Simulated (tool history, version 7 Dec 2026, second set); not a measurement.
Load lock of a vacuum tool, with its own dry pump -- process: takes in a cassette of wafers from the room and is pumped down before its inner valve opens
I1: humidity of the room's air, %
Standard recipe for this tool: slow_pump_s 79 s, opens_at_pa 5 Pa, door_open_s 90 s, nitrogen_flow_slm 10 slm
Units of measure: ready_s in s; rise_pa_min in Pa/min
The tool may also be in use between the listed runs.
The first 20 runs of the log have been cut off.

run 21 hour=4931.1 | slow_pump_s=78 opens_at_pa=7 door_open_s=161 nitrogen_flow_slm=14 | I1=44.4 | ready_s=149.6 rise_pa_min=0.306
run 22 hour=5091.1 | slow_pump_s=53 opens_at_pa=7 door_open_s=161 nitrogen_flow_slm=9 | I1=47.2 | ready_s=133.2 rise_pa_min=0.315
run 23 hour=5363.1 | slow_pump_s=53 opens_at_pa=7 door_open_s=161 nitrogen_flow_slm=9 | I1=46.9 | ready_s=132.2 rise_pa_min=0.342
run 24 hour=5693.8 | slow_pump_s=53 opens_at_pa=7 door_open_s=161 nitrogen_flow_slm=9 | I1=45.3 | ready_s=133.7 rise_pa_min=0.352
run 25 hour=5877.8 | slow_pump_s=140 opens_at_pa=6 door_open_s=161 nitrogen_flow_slm=9 | I1=44.1 | ready_s=195.6 rise_pa_min=0.36
run 26 hour=6059.8 | slow_pump_s=79 opens_at_pa=8 door_open_s=90 nitrogen_flow_slm=24 | I1=42.9 | ready_s=150.5 rise_pa_min=0.363
-- hour=6273.7 dry pump taken out, an overhauled one fitted
run 27 hour=6346.9 | slow_pump_s=79 opens_at_pa=8 door_open_s=90 nitrogen_flow_slm=24 | I1=46.7 | ready_s=143.3 rise_pa_min=0.372
run 28 hour=6698.2 | slow_pump_s=79 opens_at_pa=9 door_open_s=90 nitrogen_flow_slm=7 | I1=42.4 | ready_s=141.7 rise_pa_min=0.393
run 29 hour=6959.6 | slow_pump_s=79 opens_at_pa=9 door_open_s=90 nitrogen_flow_slm=7 | I1=44.1 | ready_s=140.7 rise_pa_min=0.409
run 30 hour=7124.5 | slow_pump_s=57 opens_at_pa=9 door_open_s=187 nitrogen_flow_slm=5 | I1=44.7 | ready_s=125.4 rise_pa_min=0.435
run 31 hour=7445.6 | slow_pump_s=79 opens_at_pa=5 door_open_s=69 nitrogen_flow_slm=30 | I1=44 | ready_s=148.5 rise_pa_min=0.429
run 32 hour=7629.9 | slow_pump_s=79 opens_at_pa=9 door_open_s=69 nitrogen_flow_slm=4 | I1=46.1 | ready_s=141.1 rise_pa_min=0.458

Alternative continuations, all from the tool just after run 32; predict every row:
run A hour=7886.4 | slow_pump_s=79 opens_at_pa=7 door_open_s=26 nitrogen_flow_slm=17 | I1=43.8 | ready_s=? rise_pa_min=?
run B hour=7886.4 | slow_pump_s=58 opens_at_pa=9 door_open_s=153 nitrogen_flow_slm=4 | I1=44.5 | ready_s=? rise_pa_min=?
run C hour=7886.4 | slow_pump_s=98 opens_at_pa=9 door_open_s=69 nitrogen_flow_slm=4 | I1=44.2 | ready_s=? rise_pa_min=?
run D hour=7886.4 | slow_pump_s=79 opens_at_pa=6 door_open_s=34 nitrogen_flow_slm=6 | I1=44.1 | ready_s=? rise_pa_min=?
run E hour=7886.4 | slow_pump_s=91 opens_at_pa=5 door_open_s=90 nitrogen_flow_slm=9 | I1=45.7 | ready_s=? rise_pa_min=?

run=A ready_s=145.3 rise_pa_min=0.463
run=B ready_s=127.9 rise_pa_min=0.478
run=C ready_s=156.8 rise_pa_min=0.476
run=D ready_s=146.9 rise_pa_min=0.469
run=E ready_s=156.6 rise_pa_min=0.468
With the hidden condition removed and each run's random variation left untouched, the same runs would have given:
run=A ready_s=144.3 rise_pa_min=0.012
run=B ready_s=126.9 rise_pa_min=0.033
run=C ready_s=155.9 rise_pa_min=0.029
run=D ready_s=145.7 rise_pa_min=0.019
run=E ready_s=155.4 rise_pa_min=0.02

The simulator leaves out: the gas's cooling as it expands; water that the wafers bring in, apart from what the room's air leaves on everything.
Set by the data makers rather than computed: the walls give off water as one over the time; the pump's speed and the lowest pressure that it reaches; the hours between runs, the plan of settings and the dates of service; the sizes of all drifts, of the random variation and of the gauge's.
